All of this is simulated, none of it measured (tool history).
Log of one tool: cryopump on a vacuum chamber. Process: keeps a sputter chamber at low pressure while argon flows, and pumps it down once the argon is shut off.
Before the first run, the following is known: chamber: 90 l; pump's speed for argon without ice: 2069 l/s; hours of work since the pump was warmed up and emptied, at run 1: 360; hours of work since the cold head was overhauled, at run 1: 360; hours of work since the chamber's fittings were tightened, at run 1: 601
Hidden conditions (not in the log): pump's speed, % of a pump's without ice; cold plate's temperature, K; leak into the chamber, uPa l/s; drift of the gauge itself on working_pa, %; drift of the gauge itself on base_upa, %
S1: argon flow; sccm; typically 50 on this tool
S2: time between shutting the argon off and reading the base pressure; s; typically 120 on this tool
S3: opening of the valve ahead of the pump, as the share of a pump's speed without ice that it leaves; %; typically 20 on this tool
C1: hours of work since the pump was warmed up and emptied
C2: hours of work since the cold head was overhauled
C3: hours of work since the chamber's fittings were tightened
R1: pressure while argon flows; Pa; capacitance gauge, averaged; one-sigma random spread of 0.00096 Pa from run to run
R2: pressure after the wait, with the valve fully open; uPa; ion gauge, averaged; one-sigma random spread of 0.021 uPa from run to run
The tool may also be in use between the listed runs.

run,day,S1,S2,S3,C1,C2,C3,R1,R2
1,0,50,120,20,360,360,601,0.2122,0.48
2,0.546,50,68,20,367,367,607,0.2126,0.66
3,1.079,47,120,20,374,374,614,0.1985,0.5
4,1.621,47,120,20,380,380,621,0.1998,0.5
5,2.15,50,120,20,387,387,627,0.2134,0.52
6,2.792,50,228,46,395,395,635,0.0979,0.42
7,3.196,74,120,26,400,400,640,0.2455,0.49

For run 8, what comes out?
8,3.588,74,120,26,405,405,645,?,?

Run 8 produced R1 0.2449 Pa, R2 0.55 uPa.
If the tool had no hidden condition, the same run with the same run-to-run variation would have returned R1 0.2318 Pa, R2 0.39 uPa.
